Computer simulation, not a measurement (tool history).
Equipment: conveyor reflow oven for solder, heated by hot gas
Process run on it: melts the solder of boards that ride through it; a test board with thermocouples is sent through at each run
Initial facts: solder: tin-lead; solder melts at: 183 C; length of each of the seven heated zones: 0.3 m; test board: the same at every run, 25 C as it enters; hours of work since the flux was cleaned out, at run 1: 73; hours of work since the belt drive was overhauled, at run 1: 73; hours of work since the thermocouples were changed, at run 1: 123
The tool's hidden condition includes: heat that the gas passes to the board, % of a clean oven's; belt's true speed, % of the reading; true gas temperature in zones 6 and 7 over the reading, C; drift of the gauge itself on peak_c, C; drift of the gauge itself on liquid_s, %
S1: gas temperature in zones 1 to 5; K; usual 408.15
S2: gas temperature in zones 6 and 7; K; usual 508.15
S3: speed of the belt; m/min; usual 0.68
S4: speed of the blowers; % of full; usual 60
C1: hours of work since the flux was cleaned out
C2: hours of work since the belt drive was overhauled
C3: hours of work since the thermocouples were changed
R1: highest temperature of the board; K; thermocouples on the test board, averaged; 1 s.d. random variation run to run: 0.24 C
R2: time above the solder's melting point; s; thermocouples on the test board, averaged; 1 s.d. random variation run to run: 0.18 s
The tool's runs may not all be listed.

{"run": 1, "hour": 0.0, "S1": 408.15, "S2": 508.15, "S3": 0.68, "S4": 60, "C1": 73, "C2": 73, "C3": 123, "R1": 489.75, "R2": 38.4}
{"run": 2, "hour": 39.5, "S1": 408.15, "S2": 508.15, "S3": 0.68, "S4": 60, "C1": 99, "C2": 99, "C3": 149, "R1": 489.65, "R2": 38.6}
{"run": 3, "hour": 67.8, "S1": 408.15, "S2": 508.15, "S3": 0.68, "S4": 60, "C1": 117, "C2": 117, "C3": 168, "R1": 489.55, "R2": 38.5}
{"run": 4, "hour": 101.9, "S1": 408.15, "S2": 508.15, "S3": 0.68, "S4": 60, "C1": 140, "C2": 140, "C3": 190, "R1": 489.25, "R2": 38.4}
{"run": 5, "hour": 132.0, "S1": 414.15, "S2": 508.15, "S3": 0.68, "S4": 60, "C1": 160, "C2": 160, "C3": 210, "R1": 490.65, "R2": 40.4}
{"hour": 171.2, "done": "flux residue cleaned out of gas plates and filters"}
{"run": 6, "hour": 180.2, "S1": 414.15, "S2": 511.15, "S3": 0.68, "S4": 60, "C1": 6, "C2": 188, "C3": 238, "R1": 491.95, "R2": 41.1}
{"run": 7, "hour": 217.2, "S1": 414.15, "S2": 511.15, "S3": 0.68, "S4": 60, "C1": 30, "C2": 212, "C3": 262, "R1": 492.05, "R2": 41}
{"run": 8, "hour": 244.2, "S1": 397.15, "S2": 511.15, "S3": 0.547, "S4": 60, "C1": 48, "C2": 230, "C3": 280, "R1": 496.15, "R2": 49.9}
{"hour": 280.4, "done": "flux residue cleaned out of gas plates and filters, once more"}
{"run": 9, "hour": 280.4, "S1": 397.15, "S2": 511.15, "S3": 0.547, "S4": 60, "C1": 0, "C2": 250, "C3": 301, "R1": 498.45, "R2": 51.5}
{"run": 10, "hour": 329.1, "S1": 397.15, "S2": 511.15, "S3": 0.547, "S4": 60, "C1": 32, "C2": 282, "C3": 333, "R1": 498.35, "R2": 51.2}
{"run": 11, "hour": 354.7, "S1": 397.15, "S2": 511.15, "S3": 0.547, "S4": 60, "C1": 49, "C2": 299, "C3": 349, "R1": 498.05, "R2": 51.3}

Subtracting, for every run, the result it would have given without the tool's unlogged condition from the measured result gives the following. The same run-to-run variation enters both numbers; the gauge's scatter may not:
run=1 R1=-0.7 R2=-0.4
run=2 R1=-0.8 R2=-0.6
run=3 R1=-1 R2=-0.7
run=4 R1=-1.2 R2=-0.7
run=5 R1=-1.3 R2=-0.7
run=6 R1=-2.1 R2=-1.1
run=7 R1=-2.2 R2=-1.1
run=8 R1=-2.1 R2=-1.2
run=9 R1=-0.3 R2=+0.1
run=10 R1=-0.5 R2=+0
run=11 R1=-0.5 R2=-0.1
